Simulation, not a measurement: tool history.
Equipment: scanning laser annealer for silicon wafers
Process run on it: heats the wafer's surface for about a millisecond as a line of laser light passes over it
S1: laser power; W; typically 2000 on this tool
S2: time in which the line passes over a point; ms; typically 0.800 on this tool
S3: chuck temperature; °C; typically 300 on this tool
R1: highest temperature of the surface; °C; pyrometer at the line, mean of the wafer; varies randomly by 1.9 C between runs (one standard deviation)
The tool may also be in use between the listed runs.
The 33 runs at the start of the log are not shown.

run 34 day=95.758 | S1=1880 S2=0.603 S3=298 | R1=915
run 35 day=99.179 | S1=1841 S2=0.595 S3=288 | R1=886
run 36 day=101.679 | S1=1841 S2=0.595 S3=288 | R1=886
run 37 day=104.742 | S1=2013 S2=0.595 S3=295 | R1=946
run 38 day=108.625 | S1=2188 S2=0.754 S3=263 | R1=1070
run 39 day=111.808 | S1=2000 S2=0.800 S3=268 | R1=1025
-- day=113.500 window over the wafer cleaned
run 40 day=115.346 | S1=2000 S2=0.800 S3=283 | R1=1059
run 41 day=118.808 | S1=2000 S2=0.800 S3=269 | R1=1046

Below are 3 alternative next runs, each starting from the tool's condition after run 41. Predict each:
run A day=121.988 | S1=1866 S2=0.859 S3=307 | R1=?
run B day=121.988 | S1=2100 S2=0.974 S3=266 | R1=?
run C day=121.988 | S1=1755 S2=0.936 S3=319 | R1=?

run=A R1=1059
run=B R1=1171
run=C R1=1061
The same runs, with their run-to-run variation unchanged, on a tool lacking any hidden condition would have given:
run=A R1=1067
run=B R1=1181
run=C R1=1069
